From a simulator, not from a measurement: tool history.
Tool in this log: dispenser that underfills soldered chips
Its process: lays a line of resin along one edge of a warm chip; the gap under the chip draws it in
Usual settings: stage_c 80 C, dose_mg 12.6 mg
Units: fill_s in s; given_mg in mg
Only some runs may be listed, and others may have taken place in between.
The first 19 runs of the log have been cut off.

At hour 208.4: new syringe of resin.
Run 20, hour 212.6: usual settings but stage_c 77 C, dose_mg 15.0 mg. Result: fill_s 47.8 s, given_mg 14.26 mg.
At hour 219.2: new syringe of resin.
Run 21, hour 221.3: usual settings but stage_c 74 C. Result: fill_s 49.8 s, given_mg 11.99 mg.
At hour 230.0: new syringe of resin.
Run 22, hour 230.0: usual settings but stage_c 74 C. Result: fill_s 46.0 s, given_mg 11.91 mg.
At hour 241.2: new syringe of resin.
Run 23, hour 244.3: usual settings but stage_c 74 C. Result: fill_s 53.1 s, given_mg 11.86 mg.
At hour 250.9: dispensing valve cleaned and set on the balance.
At hour 253.0: new syringe of resin.
Run 24, hour 257.5: usual settings but stage_c 77 C, dose_mg 14.0 mg. Result: fill_s 47.8 s, given_mg 14.05 mg.
At hour 264.1: new syringe of resin.
Run 25, hour 273.2: usual settings but stage_c 77 C, dose_mg 14.0 mg. Result: fill_s 60.0 s, given_mg 13.86 mg.
At hour 274.9: new syringe of resin.
At hour 285.4: new syringe of resin.
Run 26, hour 285.5: usual settings but stage_c 77 C, dose_mg 13.7 mg. Result: fill_s 37.9 s, given_mg 13.55 mg.
At hour 296.7: new syringe of resin.
Run 27, hour 297.7: usual settings but stage_c 88 C, dose_mg 12.7 mg. Result: fill_s 25.0 s, given_mg 12.56 mg.
At hour 307.3: new syringe of resin.
Run 28, hour 307.6: usual settings but stage_c 81 C, dose_mg 16.0 mg. Result: fill_s 32.9 s, given_mg 15.75 mg.
At hour 317.7: new syringe of resin.
Run 29, hour 319.6: usual settings but stage_c 74 C, dose_mg 12.7 mg. Result: fill_s 49.7 s, given_mg 12.49 mg.
At hour 328.5: new syringe of resin.
Run 30, hour 334.3: usual settings but stage_c 90 C, dose_mg 15.4 mg. Result: fill_s 29.1 s, given_mg 14.99 mg.
At hour 339.0: new syringe of resin.
At hour 349.7: new syringe of resin.
Run 31, hour 350.3: usual settings but dose_mg 16.0 mg. Result: fill_s 35.6 s, given_mg 15.62 mg.
At hour 360.8: new syringe of resin.
Run 32, hour 362.3: usual settings but dose_mg 16.0 mg. Result: fill_s 35.9 s, given_mg 15.49 mg.
At hour 371.3: new syringe of resin.
Run 33, hour 372.9: usual settings but stage_c 84 C, dose_mg 13.1 mg. Result: fill_s 32.3 s, given_mg 12.63 mg.
At hour 382.1: new syringe of resin.
Run 34, hour 385.0: usual settings but stage_c 83 C, dose_mg 13.4 mg. Result: fill_s 34.8 s, given_mg 12.87 mg.
At hour 392.4: new syringe of resin.
Run 35, hour 401.3: usual settings but stage_c 79 C, dose_mg 15.8 mg. Result: fill_s 51.3 s, given_mg 15.21 mg.

Forecast each of these 3 alternatives for the next run:
At hour 402.7: new syringe of resin.
At hour 413.0: new syringe of resin.
Run A, hour 413.0: usual settings but stage_c 82 C, dose_mg 16.2 mg. Result: fill_s ?, given_mg ?.
At hour 402.7: new syringe of resin.
At hour 413.0: new syringe of resin.
Run B, hour 413.0: usual settings but stage_c 72 C, dose_mg 12.5 mg. Result: fill_s ?, given_mg ?.
At hour 402.7: new syringe of resin.
At hour 413.0: new syringe of resin.
Run C, hour 413.0: usual settings but stage_c 82 C, dose_mg 15.1 mg. Result: fill_s ?, given_mg ?.

run  fill_s  given_mg
  A    31.4     15.48
  B    48.8     11.90
  C    31.0     14.48
What these runs would have given with no unlogged condition in the tool:
run  fill_s  given_mg
  A    32.3     16.21
  B    50.2     12.47
  C    31.9     15.17

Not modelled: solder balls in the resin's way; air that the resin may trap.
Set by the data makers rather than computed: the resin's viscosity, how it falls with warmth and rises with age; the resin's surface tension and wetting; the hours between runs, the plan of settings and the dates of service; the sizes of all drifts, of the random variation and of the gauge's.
